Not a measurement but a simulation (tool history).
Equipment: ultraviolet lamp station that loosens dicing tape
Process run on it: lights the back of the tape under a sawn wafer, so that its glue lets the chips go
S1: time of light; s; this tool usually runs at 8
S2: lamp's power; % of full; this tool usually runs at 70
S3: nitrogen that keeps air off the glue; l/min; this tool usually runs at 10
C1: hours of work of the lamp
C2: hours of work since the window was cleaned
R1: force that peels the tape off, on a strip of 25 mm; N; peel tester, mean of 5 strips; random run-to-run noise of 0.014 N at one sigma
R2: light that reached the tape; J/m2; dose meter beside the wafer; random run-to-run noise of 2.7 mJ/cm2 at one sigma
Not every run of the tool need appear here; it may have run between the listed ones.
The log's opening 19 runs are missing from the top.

Run 20, hour 555.1: usual settings but S2 75 % of full; C1 98; C2 480. Result: R1 0.728 N, R2 3490 J/m2.
Run 21, hour 595.4: usual settings but S1 7 s, S2 94 % of full, S3 6 l/min; C1 124; C2 507. Result: R1 0.881 N, R2 3840 J/m2.
At hour 616: window cleaned of glue's vapour.
Run 22, hour 622.4: usual settings but S1 7 s, S2 66 % of full, S3 6 l/min; C1 141; C2 4. Result: R1 1.438 N, R2 2590 J/m2.
Run 23, hour 660.2: usual settings but S1 7 s, S2 66 % of full, S3 6 l/min; C1 166; C2 29. Result: R1 1.415 N, R2 2500 J/m2.
At hour 683.7: window cleaned of glue's vapour, once more.
Run 24, hour 697.5: usual settings but S1 4 s, S2 69 % of full, S3 19 l/min; C1 190; C2 9. Result: R1 1.436 N, R2 1720 J/m2.
Run 25, hour 725.8: usual settings but S1 6 s, S2 98 % of full; C1 208; C2 27. Result: R1 0.701 N, R2 3550 J/m2.
Run 26, hour 743.1: usual settings but S1 6 s, S2 92 % of full, S3 3 l/min; C1 219; C2 39. Result: R1 1.431 N, R2 3300 J/m2.
Run 27, hour 784.5: usual settings but S1 5 s; C1 246; C2 66. Result: R1 1.452 N, R2 2100 J/m2.
Run 28, hour 823.2: usual settings but S3 13 l/min; C1 271; C2 91. Result: R1 0.693 N, R2 3250 J/m2.
Run 29, hour 865: usual settings but S1 5 s, S2 86 % of full, S3 6 l/min; C1 299; C2 118. Result: R1 1.482 N, R2 2440 J/m2.
Run 30, hour 882.7: usual settings but S1 5 s, S2 86 % of full, S3 6 l/min; C1 310; C2 129. Result: R1 1.53 N, R2 2380 J/m2.
Run 31, hour 924: usual settings but S1 5 s, S2 86 % of full, S3 6 l/min; C1 337; C2 156. Result: R1 1.559 N, R2 2420 J/m2.
Run 32, hour 961.1: usual settings but S2 64 % of full, S3 12 l/min; C1 361; C2 180. Result: R1 0.892 N, R2 2790 J/m2.
Run 33, hour 991.7: usual settings but S2 64 % of full, S3 12 l/min; C1 381; C2 200. Result: R1 0.932 N, R2 2780 J/m2.
Run 34, hour 1031.7: usual settings but S2 85 % of full, S3 12 l/min; C1 407; C2 226. Result: R1 0.622 N, R2 3650 J/m2.
Run 35, hour 1054.3: usual settings but S2 85 % of full, S3 12 l/min; C1 422; C2 241. Result: R1 0.629 N, R2 3560 J/m2.
Run 36, hour 1078.7: usual settings but S1 7 s, S2 85 % of full, S3 12 l/min; C1 437; C2 257. Result: R1 0.773 N, R2 3080 J/m2.
Run 37, hour 1104.2: usual settings but S1 4 s, S2 95 % of full; C1 454; C2 273. Result: R1 1.494 N, R2 1940 J/m2.

4 options for the next run, each taken on its own from the tool as it stands now. Forecast them:
Run A, hour 1143.5: usual settings but S1 9 s, S2 79 % of full; C1 480; C2 299. Result: R1 ?, R2 ?.
Run B, hour 1143.5: usual settings but S2 74 % of full; C1 480; C2 299. Result: R1 ?, R2 ?.
Run C, hour 1143.5: usual settings but S1 9 s, S3 11 l/min; C1 480; C2 299. Result: R1 ?, R2 ?.
Run D, hour 1143.5: usual settings but S1 11 s, S2 65 % of full, S3 9 l/min; C1 480; C2 299. Result: R1 ?, R2 ?.

run     R1    R2
  A    0.7  3590
  B   0.92  2980
  C  0.779  3180
  D  0.717  3630
Take away the tool's hidden state, keep each run's random variation, and the runs would have read:
run     R1    R2
  A  0.429  4740
  B  0.589  3940
  C  0.485  4200
  D  0.439  4780
